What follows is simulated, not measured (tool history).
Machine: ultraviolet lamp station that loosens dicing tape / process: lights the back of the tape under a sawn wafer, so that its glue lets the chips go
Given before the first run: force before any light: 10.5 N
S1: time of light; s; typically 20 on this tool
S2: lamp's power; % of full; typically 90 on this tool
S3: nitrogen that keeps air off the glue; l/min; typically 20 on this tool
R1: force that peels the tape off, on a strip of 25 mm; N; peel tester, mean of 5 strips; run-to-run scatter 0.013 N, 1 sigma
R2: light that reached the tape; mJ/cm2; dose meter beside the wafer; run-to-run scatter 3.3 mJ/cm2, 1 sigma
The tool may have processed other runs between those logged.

{"run": 1, "day": 0.0, "S1": 20, "S2": 90, "S3": 20, "R1": 0.605, "R2": 519}
{"run": 2, "day": 1.45, "S1": 20, "S2": 90, "S3": 20, "R1": 0.58, "R2": 519}
{"run": 3, "day": 2.454, "S1": 20, "S2": 90, "S3": 20, "R1": 0.579, "R2": 516}
{"run": 4, "day": 4.45, "S1": 20, "S2": 90, "S3": 20, "R1": 0.594, "R2": 519}
{"run": 5, "day": 5.933, "S1": 20, "S2": 90, "S3": 20, "R1": 0.596, "R2": 515}
{"run": 6, "day": 7.238, "S1": 20, "S2": 90, "S3": 20, "R1": 0.574, "R2": 513}
{"run": 7, "day": 8.675, "S1": 20, "S2": 90, "S3": 20, "R1": 0.572, "R2": 514}
{"run": 8, "day": 10.317, "S1": 20, "S2": 90, "S3": 20, "R1": 0.576, "R2": 517}
{"run": 9, "day": 11.396, "S1": 37, "S2": 90, "S3": 20, "R1": 0.158, "R2": 965}
{"run": 10, "day": 13.446, "S1": 20, "S2": 79, "S3": 20, "R1": 0.828, "R2": 451}
{"day": 14.058, "done": "window cleaned of glue's vapour"}
{"run": 11, "day": 14.671, "S1": 20, "S2": 79, "S3": 20, "R1": 0.791, "R2": 455}
{"run": 12, "day": 16.483, "S1": 20, "S2": 79, "S3": 20, "R1": 0.794, "R2": 454}
{"run": 13, "day": 18.558, "S1": 20, "S2": 79, "S3": 20, "R1": 0.8, "R2": 451}
{"run": 14, "day": 19.571, "S1": 30, "S2": 79, "S3": 24, "R1": 0.281, "R2": 680}
{"run": 15, "day": 20.875, "S1": 10, "S2": 90, "S3": 19, "R1": 2.345, "R2": 262}
{"run": 16, "day": 22.6, "S1": 18, "S2": 75, "S3": 20, "R1": 1.119, "R2": 390}
{"run": 17, "day": 24.779, "S1": 18, "S2": 75, "S3": 20, "R1": 1.16, "R2": 385}
{"day": 25.017, "done": "lamp changed"}
{"run": 18, "day": 26.429, "S1": 13, "S2": 99, "S3": 6, "R1": 2.367, "R2": 374}
{"run": 19, "day": 28.1, "S1": 13, "S2": 99, "S3": 6, "R1": 2.434, "R2": 368}
{"run": 20, "day": 29.771, "S1": 30, "S2": 99, "S3": 6, "R1": 0.413, "R2": 844}

What will run 21 give?
{"run": 21, "day": 31.246, "S1": 30, "S2": 99, "S3": 6, "R1": "?", "R2": "?"}

Run 21 yielded R1 0.424 N, R2 853 mJ/cm2.
Take away the tool's hidden state, keep the run-to-run variation as it was, and the same run would have given R1 0.423 N, R2 853 mJ/cm2.
